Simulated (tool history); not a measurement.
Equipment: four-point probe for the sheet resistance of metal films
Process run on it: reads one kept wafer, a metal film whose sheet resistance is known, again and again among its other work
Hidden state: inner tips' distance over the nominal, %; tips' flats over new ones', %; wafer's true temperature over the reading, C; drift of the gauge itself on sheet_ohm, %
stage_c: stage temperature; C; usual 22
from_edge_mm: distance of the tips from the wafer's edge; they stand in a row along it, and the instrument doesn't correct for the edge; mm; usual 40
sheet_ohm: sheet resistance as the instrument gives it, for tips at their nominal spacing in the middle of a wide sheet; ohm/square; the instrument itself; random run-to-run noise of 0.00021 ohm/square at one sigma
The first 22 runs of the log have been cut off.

| run | hour | stage_c | from_edge_mm | touches since the probe head was changed | hours of work since the stage's thermometer was calibrated | sheet_ohm |
|---|---|---|---|---|---|---|
| 23 | 576.3 | 18 | 40 | 64609 | 65 | 1.066512 |
| 24 | 596.9 | 18 | 40 | 65263 | 80 | 1.066395 |
| 25 | 626.8 | 18 | 40 | 66214 | 101 | 1.066116 |
| 26 | 661.6 | 24 | 4 | 67323 | 126 | 1.067955 |
|  | 677.9 | stage's thermometer calibrated, once more |
| 27 | 683.8 | 19 | 59 | 68013 | 4 | 1.064333 |
| 28 | 701.2 | 19 | 59 | 68569 | 17 | 1.064582 |
| 29 | 725.7 | 25 | 64 | 69346 | 34 | 1.057194 |
| 30 | 761 | 25 | 64 | 70472 | 60 | 1.057093 |
| 31 | 792.5 | 20 | 24 | 71475 | 82 | 1.063588 |

Branching from run 31: 4 alternative next runs. What would each branch give?
| A | 823.9 | 34 | 6 | 72474 | 105 | ? |
| B | 823.9 | 25 | 40 | 72474 | 105 | ? |
| C | 823.9 | 25 | 56 | 72474 | 105 | ? |
| D | 823.9 | 22 | 8 | 72474 | 105 | ? |

| run | sheet_ohm |
|---|---|
| A | 1.050579 |
| B | 1.057266 |
| C | 1.057755 |
| D | 1.062911 |
Had the tool no hidden state, the same runs would have come out as:
| run | sheet_ohm |
|---|---|
| A | 1.049882 |
| B | 1.056559 |
| C | 1.057048 |
| D | 1.062199 |
